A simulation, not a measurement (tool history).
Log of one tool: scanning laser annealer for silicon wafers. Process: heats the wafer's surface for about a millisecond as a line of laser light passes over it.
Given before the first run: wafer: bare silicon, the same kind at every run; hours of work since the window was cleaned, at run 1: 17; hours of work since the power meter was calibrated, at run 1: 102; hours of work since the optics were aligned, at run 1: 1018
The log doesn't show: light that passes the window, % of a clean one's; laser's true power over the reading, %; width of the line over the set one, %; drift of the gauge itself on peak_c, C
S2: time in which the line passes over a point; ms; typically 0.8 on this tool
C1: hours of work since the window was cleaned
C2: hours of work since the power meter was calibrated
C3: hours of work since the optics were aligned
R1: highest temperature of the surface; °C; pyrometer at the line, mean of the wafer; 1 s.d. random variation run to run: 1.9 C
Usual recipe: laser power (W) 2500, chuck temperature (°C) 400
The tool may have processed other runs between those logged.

{"run": 1, "day": 0.0, "laser power (W)": 2500, "S2": 0.8, "chuck temperature (°C)": 400, "C1": 17, "C2": 102, "C3": 1018, "R1": 1115}
{"run": 2, "day": 0.492, "laser power (W)": 2500, "S2": 0.8, "chuck temperature (°C)": 419, "C1": 23, "C2": 108, "C3": 1024, "R1": 1132}
{"run": 3, "day": 0.842, "laser power (W)": 2500, "S2": 0.8, "chuck temperature (°C)": 419, "C1": 27, "C2": 112, "C3": 1028, "R1": 1131}
{"run": 4, "day": 1.133, "laser power (W)": 2500, "S2": 0.8, "chuck temperature (°C)": 419, "C1": 30, "C2": 115, "C3": 1031, "R1": 1130}
{"run": 5, "day": 1.362, "laser power (W)": 2500, "S2": 0.8, "chuck temperature (°C)": 419, "C1": 33, "C2": 118, "C3": 1034, "R1": 1130}
{"run": 6, "day": 1.729, "laser power (W)": 2304, "S2": 0.8, "chuck temperature (°C)": 400, "C1": 37, "C2": 122, "C3": 1038, "R1": 1049}
{"run": 7, "day": 2.092, "laser power (W)": 2304, "S2": 0.8, "chuck temperature (°C)": 400, "C1": 41, "C2": 126, "C3": 1042, "R1": 1051}
{"run": 8, "day": 2.542, "laser power (W)": 2304, "S2": 0.8, "chuck temperature (°C)": 400, "C1": 47, "C2": 132, "C3": 1048, "R1": 1047}
{"run": 9, "day": 2.938, "laser power (W)": 2304, "S2": 0.8, "chuck temperature (°C)": 400, "C1": 51, "C2": 136, "C3": 1052, "R1": 1046}
{"run": 10, "day": 3.196, "laser power (W)": 2304, "S2": 0.8, "chuck temperature (°C)": 400, "C1": 54, "C2": 139, "C3": 1055, "R1": 1049}
{"run": 11, "day": 3.646, "laser power (W)": 2304, "S2": 0.8, "chuck temperature (°C)": 400, "C1": 60, "C2": 145, "C3": 1061, "R1": 1049}
{"run": 12, "day": 4.083, "laser power (W)": 2304, "S2": 0.8, "chuck temperature (°C)": 400, "C1": 65, "C2": 150, "C3": 1066, "R1": 1049}
{"run": 13, "day": 4.367, "laser power (W)": 2500, "S2": 0.8, "chuck temperature (°C)": 400, "C1": 68, "C2": 153, "C3": 1069, "R1": 1110}
{"run": 14, "day": 4.608, "laser power (W)": 2500, "S2": 0.8, "chuck temperature (°C)": 400, "C1": 71, "C2": 156, "C3": 1072, "R1": 1109}
{"run": 15, "day": 5.092, "laser power (W)": 2500, "S2": 0.8, "chuck temperature (°C)": 400, "C1": 77, "C2": 162, "C3": 1078, "R1": 1112}
{"run": 16, "day": 5.325, "laser power (W)": 2500, "S2": 0.8, "chuck temperature (°C)": 400, "C1": 79, "C2": 164, "C3": 1080, "R1": 1107}

Predict the results of run 17:
{"run": 17, "day": 5.767, "laser power (W)": 2500, "S2": 0.911, "chuck temperature (°C)": 401, "C1": 84, "C2": 170, "C3": 1086, "R1": "?"}

{"run 17": {"R1": 1148}}
The same run, on a tool lacking any hidden state, would have yielded R1 1164 °C.
